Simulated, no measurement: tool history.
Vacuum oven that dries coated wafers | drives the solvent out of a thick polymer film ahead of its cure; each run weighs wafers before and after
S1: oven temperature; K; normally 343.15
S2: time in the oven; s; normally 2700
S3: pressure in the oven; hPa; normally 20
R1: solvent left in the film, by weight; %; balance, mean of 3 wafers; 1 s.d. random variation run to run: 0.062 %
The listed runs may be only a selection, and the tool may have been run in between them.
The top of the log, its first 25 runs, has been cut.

Run 26, hour 1327.8: usual settings but S2 2160 s, S3 12.9 hPa. Result: R1 4.8 %.
Run 27, hour 1387.7: usual settings but S2 2160 s, S3 12.9 hPa. Result: R1 4.68 %.
Run 28, hour 1448.3: usual settings but S2 1740 s, S3 12.9 hPa. Result: R1 6.04 %.
Run 29, hour 1485.7: usual settings but S2 1740 s, S3 12.9 hPa. Result: R1 6.05 %.
At hour 1526: vacuum gauge cleaned of residue and calibrated.
Run 30, hour 1535.5: usual settings but S2 1740 s, S3 12.9 hPa. Result: R1 6.19 %.
Run 31, hour 1591: usual settings but S2 1740 s, S3 12.9 hPa. Result: R1 6.12 %.
Run 32, hour 1631.7: usual settings but S1 336.15 K, S2 3720 s, S3 11.8 hPa. Result: R1 4.65 %.
Run 33, hour 1691: usual settings but S1 336.15 K, S2 3720 s, S3 11.8 hPa. Result: R1 4.51 %.

Run 34 has not been measured yet. What should we expect?
Run 34, hour 1727.9: usual settings but S1 346.15 K, S2 3060 s, S3 22.3 hPa. Result: R1 ?.

{"run 34": {"R1": 2.03}}
With the hidden condition absent and the run-to-run variation left alone, this run would have shown R1 2.05 %.
